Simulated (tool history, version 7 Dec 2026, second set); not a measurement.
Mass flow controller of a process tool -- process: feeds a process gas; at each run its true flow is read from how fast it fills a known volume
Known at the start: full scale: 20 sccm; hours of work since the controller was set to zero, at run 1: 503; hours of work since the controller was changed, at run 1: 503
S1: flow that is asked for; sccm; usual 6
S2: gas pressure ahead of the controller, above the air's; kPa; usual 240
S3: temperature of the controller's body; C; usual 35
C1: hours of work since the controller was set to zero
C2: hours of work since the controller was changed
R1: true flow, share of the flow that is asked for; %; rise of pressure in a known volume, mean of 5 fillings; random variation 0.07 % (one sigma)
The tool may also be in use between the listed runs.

run	hour	S1	S2	S3	C1	C2	R1
1	0.0	6	240	35	503	503	98.59
2	90.3	6	240	35	561	561	98.59
3	240.1	6	240	35	658	658	98.68
4	383.6	6	240	35	751	751	98.97
5	502.8	6	240	35	828	828	98.98
6	625.0	6	240	35	907	907	99.00
7	743.2	6	240	35	983	983	99.17
8	890.0	6	240	35	1078	1078	99.32
9	1024.0	6	240	35	1164	1164	99.36
10	1225.2	6	240	35	1294	1294	99.50
11	1370.6	10	240	35	1388	1388	99.83
12	1535.7	10	240	35	1494	1494	99.90
13	1649.5	6	240	35	1568	1568	99.94
14	1850.1	6	240	35	1697	1697	100.05
15	1979.7	6	240	35	1781	1781	100.08
16	2078.6	6	157	21	1845	1845	101.29
17	2197.4	2	234	27	1921	1921	101.07
# hour 2261.3: gauge calibrated
18	2349.0	2	240	27	2019	2019	99.39
19	2432.1	9	149	27	2073	2073	99.27
20	2611.5	2	145	22	2189	2189	99.54
21	2730.5	2	145	34	2265	2265	98.41
22	2883.7	11	254	34	2364	2364	99.45
23	3000.8	11	254	34	2440	2440	99.42
24	3199.4	3	222	24	2568	2568	100.42
25	3355.4	6	152	25	2669	2669	100.09
26	3493.5	10	152	25	2758	2758	100.36
27	3647.5	11	257	23	2857	2857	101.33
28	3742.7	11	201	23	2919	2919	101.03

3 ways to go on from here, each from the tool as it stands after run 28. What would each give?
A	3944.1	11	201	35	3049	3049	?
B	3944.1	3	240	23	3049	3049	?
C	3944.1	11	201	26	3049	3049	?

run	R1
A	99.81
B	101.03
C	100.93
Without the tool's hidden state the same runs would have given:
run	R1
A	98.57
B	99.75
C	99.68

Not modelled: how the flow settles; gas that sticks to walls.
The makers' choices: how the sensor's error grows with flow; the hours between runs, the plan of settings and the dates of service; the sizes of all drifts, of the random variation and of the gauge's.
